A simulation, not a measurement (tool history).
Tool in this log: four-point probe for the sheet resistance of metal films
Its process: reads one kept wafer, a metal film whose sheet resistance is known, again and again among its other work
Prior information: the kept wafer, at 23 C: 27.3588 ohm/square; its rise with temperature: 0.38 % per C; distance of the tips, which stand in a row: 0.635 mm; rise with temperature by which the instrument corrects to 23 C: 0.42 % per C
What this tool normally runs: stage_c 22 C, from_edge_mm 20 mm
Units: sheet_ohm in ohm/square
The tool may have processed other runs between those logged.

Run 1, hour 0.0: usual settings. Result: sheet_ohm 27.404070 ohm/square.
Run 2, hour 16.4: usual settings. Result: sheet_ohm 27.401214 ohm/square.
Run 3, hour 33.4: usual settings but from_edge_mm 49 mm. Result: sheet_ohm 27.385945 ohm/square.
Run 4, hour 57.4: usual settings but from_edge_mm 49 mm. Result: sheet_ohm 27.397958 ohm/square.
Run 5, hour 71.6: usual settings but from_edge_mm 49 mm. Result: sheet_ohm 27.386763 ohm/square.
Run 6, hour 82.4: usual settings but from_edge_mm 50 mm. Result: sheet_ohm 27.385080 ohm/square.
Run 7, hour 106.5: usual settings but stage_c 20 C. Result: sheet_ohm 27.422713 ohm/square.
Run 8, hour 131.9: usual settings but stage_c 21 C, from_edge_mm 8 mm. Result: sheet_ohm 27.495588 ohm/square.
Run 9, hour 155.3: usual settings but stage_c 21 C, from_edge_mm 8 mm. Result: sheet_ohm 27.487465 ohm/square.
Run 10, hour 175.5: usual settings but stage_c 20 C, from_edge_mm 4 mm. Result: sheet_ohm 27.777833 ohm/square.
Run 11, hour 191.6: usual settings but stage_c 20 C, from_edge_mm 4 mm. Result: sheet_ohm 27.785776 ohm/square.
Run 12, hour 213.8: usual settings but stage_c 20 C, from_edge_mm 4 mm. Result: sheet_ohm 27.779655 ohm/square.
Run 13, hour 232.2: usual settings but stage_c 20 C, from_edge_mm 4 mm. Result: sheet_ohm 27.780604 ohm/square.

For run 14, what comes out?
Run 14, hour 250.4: usual settings but stage_c 20 C, from_edge_mm 4 mm. Result: sheet_ohm ?.

{"run 14": {"sheet_ohm": 27.775435}}
Minus the tool's unlogged condition, the same run would have read sheet_ohm 27.752308 ohm/square.
